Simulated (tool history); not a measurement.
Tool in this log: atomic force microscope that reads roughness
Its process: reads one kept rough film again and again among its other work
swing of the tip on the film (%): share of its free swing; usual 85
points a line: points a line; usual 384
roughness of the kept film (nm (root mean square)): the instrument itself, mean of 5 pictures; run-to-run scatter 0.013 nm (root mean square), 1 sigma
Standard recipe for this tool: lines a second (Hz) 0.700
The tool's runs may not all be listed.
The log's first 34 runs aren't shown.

run	hour	lines a second (Hz)	swing of the tip on the film (%)	points a line	roughness of the kept film (nm (root mean square))
# hour 1135.2: new tip fitted
35	1142.9	0.700	61	384	3.188
# hour 1147.2: height scale calibrated on a step standard, once more
# hour 1178.9: new tip fitted
36	1186.1	2.792	62	612	3.035
# hour 1219.7: new tip fitted
37	1229.8	0.929	59	322	3.111
# hour 1258.5: new tip fitted
38	1269.3	0.929	82	918	2.925
# hour 1298.5: new tip fitted
39	1309.2	2.092	82	386	2.689
# hour 1338.2: new tip fitted
40	1338.2	0.700	62	363	3.355
41	1362.0	1.899	62	466	2.844
# hour 1377.6: new tip fitted
42	1391.1	1.899	62	466	3.006
# hour 1420.2: new tip fitted
43	1422.3	1.899	62	466	3.190
# hour 1461.5: new tip fitted
44	1464.3	1.899	62	466	3.158
# hour 1502.3: new tip fitted
45	1507.1	1.899	62	466	3.115
# hour 1541.6: new tip fitted
46	1544.8	2.913	64	415	3.030
47	1574.8	2.913	64	415	2.570
# hour 1581.1: new tip fitted
48	1607.1	3.158	85	310	2.172
# hour 1622.3: new tip fitted
49	1652.6	3.158	78	817	2.324

Predict each of these 3 candidate next runs independently; none follows another, all start after run 49:
# hour 1662.7: new tip fitted
A	1672.8	0.700	64	384	?
# hour 1662.7: new tip fitted
B	1672.8	3.803	56	328	?
# hour 1662.7: new tip fitted
C	1672.8	3.158	65	817	?

run	roughness of the kept film (nm (root mean square))
A	3.123
B	2.968
C	2.875
What these runs would have given with no unlogged condition in the tool:
run	roughness of the kept film (nm (root mean square))
A	3.351
B	3.184
C	3.084

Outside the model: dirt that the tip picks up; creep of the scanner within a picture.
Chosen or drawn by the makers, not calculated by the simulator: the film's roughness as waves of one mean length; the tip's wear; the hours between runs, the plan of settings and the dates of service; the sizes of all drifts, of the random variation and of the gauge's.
